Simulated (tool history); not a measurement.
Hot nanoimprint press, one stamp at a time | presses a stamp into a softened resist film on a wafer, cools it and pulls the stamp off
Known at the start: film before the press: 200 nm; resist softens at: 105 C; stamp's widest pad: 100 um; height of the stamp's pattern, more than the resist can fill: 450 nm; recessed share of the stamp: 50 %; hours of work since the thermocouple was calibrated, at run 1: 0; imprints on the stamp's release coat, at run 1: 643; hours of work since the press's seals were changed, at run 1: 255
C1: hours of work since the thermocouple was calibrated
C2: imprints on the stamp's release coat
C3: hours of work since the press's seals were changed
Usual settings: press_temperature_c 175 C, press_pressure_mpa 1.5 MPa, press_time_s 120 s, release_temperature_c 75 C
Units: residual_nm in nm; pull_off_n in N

Run 1, hour 0: usual settings; C1 0; C2 643; C3 255. Result: residual_nm 108.3 nm, pull_off_n 260 N.
Run 2, hour 70.9: usual settings; C1 47; C2 906; C3 302. Result: residual_nm 106.9 nm, pull_off_n 280 N.
Run 3, hour 134.1: usual settings; C1 89; C2 1141; C3 344. Result: residual_nm 108.8 nm, pull_off_n 302 N.
Run 4, hour 190.8: usual settings; C1 126; C2 1352; C3 381. Result: residual_nm 108.9 nm, pull_off_n 301 N.
Run 5, hour 246.9: usual settings; C1 164; C2 1560; C3 418. Result: residual_nm 109.9 nm, pull_off_n 320 N.
Run 6, hour 288.3: usual settings; C1 191; C2 1714; C3 446. Result: residual_nm 109.5 nm, pull_off_n 336 N.
Run 7, hour 360.5: usual settings; C1 239; C2 1982; C3 494. Result: residual_nm 110.5 nm, pull_off_n 367 N.
Run 8, hour 421.8: usual settings but press_temperature_c 167 C; C1 279; C2 2210; C3 534. Result: residual_nm 149 nm, pull_off_n 377 N.
At hour 450.9: plate thermocouple calibrated.
At hour 465.7: stamp cleaned and given a new release coat.
Run 9, hour 472.3: usual settings but press_temperature_c 167 C; C1 10; C2 25; C3 562. Result: residual_nm 150.4 nm, pull_off_n 230 N.
Run 10, hour 530.2: usual settings but press_temperature_c 167 C; C1 49; C2 240; C3 600. Result: residual_nm 151.2 nm, pull_off_n 246 N.
Run 11, hour 609.1: usual settings but press_temperature_c 167 C; C1 101; C2 533; C3 652. Result: residual_nm 150 nm, pull_off_n 262 N.
Run 12, hour 704.5: usual settings; C1 164; C2 887; C3 716. Result: residual_nm 112.9 nm, pull_off_n 269 N.
Run 13, hour 796.1: usual settings but release_temperature_c 62 C; C1 225; C2 1227; C3 776. Result: residual_nm 112.6 nm, pull_off_n 347 N.
At hour 888.7: plate thermocouple calibrated, once more.
Run 14, hour 892.9: usual settings but release_temperature_c 62 C; C1 3; C2 1576; C3 838. Result: residual_nm 108.7 nm, pull_off_n 374 N.
Run 15, hour 964.3: usual settings but release_temperature_c 62 C; C1 50; C2 1841; C3 886. Result: residual_nm 109.1 nm, pull_off_n 405 N.
Run 16, hour 1056: usual settings but press_time_s 185 s, release_temperature_c 62 C; C1 111; C2 2182; C3 946. Result: residual_nm 97.5 nm, pull_off_n 429 N.
Run 17, hour 1096.5: usual settings but press_time_s 185 s, release_temperature_c 62 C; C1 138; C2 2332; C3 973. Result: residual_nm 97.8 nm, pull_off_n 438 N.
At hour 1107.3: stamp cleaned and given a new release coat.
Run 18, hour 1181.2: usual settings but press_time_s 185 s, release_temperature_c 62 C; C1 190; C2 274; C3 1025. Result: residual_nm 98.2 nm, pull_off_n 275 N.
Run 19, hour 1245.2: usual settings but press_time_s 185 s, release_temperature_c 62 C; C1 232; C2 512; C3 1068. Result: residual_nm 97.8 nm, pull_off_n 290 N.
At hour 1326.4: press's hydraulic seals changed and the load cell set to zero.
At hour 1347.4: plate thermocouple calibrated.
Run 20, hour 1347.4: usual settings but press_time_s 185 s, release_temperature_c 62 C; C1 0; C2 851; C3 12. Result: residual_nm 93.9 nm, pull_off_n 314 N.
Run 21, hour 1408.6: usual settings but press_time_s 185 s, release_temperature_c 62 C; C1 41; C2 1078; C3 53. Result: residual_nm 93.1 nm, pull_off_n 333 N.
Run 22, hour 1449: usual settings but press_time_s 185 s, release_temperature_c 62 C; C1 67; C2 1228; C3 79. Result: residual_nm 92.9 nm, pull_off_n 344 N.
Run 23, hour 1546.3: usual settings but press_time_s 185 s, release_temperature_c 62 C; C1 132; C2 1590; C3 144. Result: residual_nm 94.4 nm, pull_off_n 374 N.
Run 24, hour 1637.2: usual settings but press_time_s 185 s, release_temperature_c 62 C; C1 192; C2 1927; C3 204. Result: residual_nm 95.1 nm, pull_off_n 395 N.
Run 25, hour 1730.1: usual settings but press_pressure_mpa 0.93 MPa, release_temperature_c 71 C; C1 253; C2 2272; C3 265. Result: residual_nm 136.9 nm, pull_off_n 398 N.
At hour 1753.6: stamp cleaned and given a new release coat.
At hour 1800.3: plate thermocouple calibrated.
Run 26, hour 1802.4: usual settings but press_pressure_mpa 0.93 MPa, release_temperature_c 71 C; C1 1; C2 171; C3 307. Result: residual_nm 133.1 nm, pull_off_n 241 N.
Run 27, hour 1856.9: usual settings but press_pressure_mpa 1.95 MPa, release_temperature_c 70 C; C1 37; C2 373; C3 344. Result: residual_nm 93.4 nm, pull_off_n 263 N.
Run 28, hour 1922.9: usual settings but press_pressure_mpa 1.95 MPa, release_temperature_c 70 C; C1 81; C2 618; C3 387. Result: residual_nm 93.9 nm, pull_off_n 276 N.
Run 29, hour 2020.4: usual settings but press_temperature_c 168 C, press_time_s 86 s, release_temperature_c 74 C; C1 146; C2 980; C3 452. Result: residual_nm 152.5 nm, pull_off_n 281 N.
Run 30, hour 2081.2: usual settings but press_temperature_c 168 C, press_pressure_mpa 1.95 MPa, press_time_s 167 s, release_temperature_c 72 C; C1 186; C2 1206; C3 492. Result: residual_nm 117.5 nm, pull_off_n 315 N.

Measured less the same run without the tool's hidden state. The same run-to-run variation is in both; the gauge's scatter may not be:
The hidden state here: true temperature over the reading, C; pressure that arrives at the usual setting, %; grip of the stamp's worn release coat, % over a new coat's; drift of the gauge itself on residual_nm, %; drift of the gauge itself on pull_off_n, %.
run  residual_nm  pull_off_n
  1         +0.9         +42
  2         +1.5         +60
  3         +1.9         +77
  4         +2.4         +88
  5         +2.8        +104
  6         +3.1        +117
  7         +3.6        +141
  8         +4.1        +154
  9         +4.8          +3
 10         +5.3         +17
 11         +5.8         +37
 12         +6.4         +59
 13           +7         +96
 14         +2.8        +121
 15         +3.4        +146
 16         +3.8        +173
 17         +4.1        +185
 18         +4.6         +21
 19         +5.1         +39
 20         +0.3         +64
 21         +0.7         +82
 22           +1         +94
 23         +1.7        +123
 24         +2.3        +149
 25         +2.8        +166
 26         +0.6         +11
 27         +1.7         +26
 28         +2.2         +43
 29         +2.5         +64
 30         +3.9         +84

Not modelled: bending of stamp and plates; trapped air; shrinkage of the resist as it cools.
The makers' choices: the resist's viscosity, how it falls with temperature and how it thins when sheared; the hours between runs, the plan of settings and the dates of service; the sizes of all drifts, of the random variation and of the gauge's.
